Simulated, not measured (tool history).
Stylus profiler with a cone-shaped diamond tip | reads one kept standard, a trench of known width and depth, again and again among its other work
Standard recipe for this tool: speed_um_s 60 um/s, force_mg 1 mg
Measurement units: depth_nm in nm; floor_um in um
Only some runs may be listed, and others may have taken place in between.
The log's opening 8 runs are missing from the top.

| run | hour | speed_um_s | force_mg | scans with this tip | hours of work since the height scale was calibrated | depth_nm | floor_um |
|---|---|---|---|---|---|---|---|
| 9 | 104.1 | 60 | 1.47 | 2050 | 167 | 1005.89 | 26.11 |
| 10 | 120.2 | 60 | 1.47 | 2132 | 174 | 1005.93 | 26.13 |
| 11 | 131.1 | 60 | 1.47 | 2187 | 179 | 1005.79 | 26.12 |
| 12 | 143.7 | 135 | 1 | 2251 | 184 | 1004.69 | 25.41 |
| 13 | 151.5 | 135 | 1 | 2291 | 187 | 1004.6 | 25.39 |
| 14 | 164.3 | 60 | 1 | 2356 | 192 | 1004.53 | 26.05 |
| 15 | 174.4 | 60 | 1 | 2407 | 196 | 1004.45 | 26.03 |
| 16 | 191.8 | 60 | 0.34 | 2495 | 204 | 1002.24 | 25.68 |
| 17 | 206.8 | 39 | 1.91 | 2572 | 210 | 1006.98 | 26.32 |
| 18 | 215.5 | 132 | 1.25 | 2616 | 214 | 1005.2 | 25.57 |
| 19 | 229.9 | 206 | 0.91 | 2689 | 219 | 1004.53 | 24.73 |
| 20 | 246.3 | 19 | 0.47 | 2772 | 226 | 1002.82 | 26.3 |
| 21 | 260.5 | 144 | 1.59 | 2844 | 232 | 1006.26 | 25.57 |
| 22 | 270.1 | 144 | 1.59 | 2893 | 236 | 1006.27 | 25.59 |
| 23 | 282.8 | 60 | 1.87 | 2958 | 241 | 1006.99 | 26.2 |
| 24 | 294.5 | 38 | 2.98 | 3017 | 246 | 1009.4 | 26.38 |
| 25 | 312.4 | 38 | 2.98 | 3108 | 254 | 1009.34 | 26.3 |
| 26 | 328.1 | 31 | 2.76 | 3188 | 260 | 1009.03 | 26.39 |
| 27 | 346.3 | 31 | 2.76 | 3280 | 268 | 1008.91 | 26.37 |
| 28 | 357.7 | 31 | 2.76 | 3338 | 272 | 1008.89 | 26.39 |
| 29 | 373.9 | 171 | 1.92 | 3420 | 279 | 1006.91 | 25.54 |
| 30 | 382.3 | 122 | 2.81 | 3463 | 283 | 1008.86 | 25.95 |

Predict each of these 5 candidate next runs independently; none follows another, all start after run 30:
| A | 399.2 | 24 | 1.09 | 3549 | 290 | ? | ? |
| B | 399.2 | 60 | 2.6 | 3549 | 290 | ? | ? |
| C | 399.2 | 32 | 2.81 | 3549 | 290 | ? | ? |
| D | 399.2 | 85 | 2.81 | 3549 | 290 | ? | ? |
| E | 399.2 | 29 | 2.07 | 3549 | 290 | ? | ? |

| run | depth_nm | floor_um |
|---|---|---|
| A | 1004.97 | 26.35 |
| B | 1008.76 | 26.24 |
| C | 1009.11 | 26.38 |
| D | 1008.96 | 26.13 |
| E | 1007.24 | 26.41 |
With the hidden condition removed and each run's random variation left untouched, the same runs would have given:
| run | depth_nm | floor_um |
|---|---|---|
| A | 1004.97 | 26.35 |
| B | 1008.75 | 26.24 |
| C | 1009.11 | 26.38 |
| D | 1008.96 | 26.13 |
| E | 1007.24 | 26.42 |
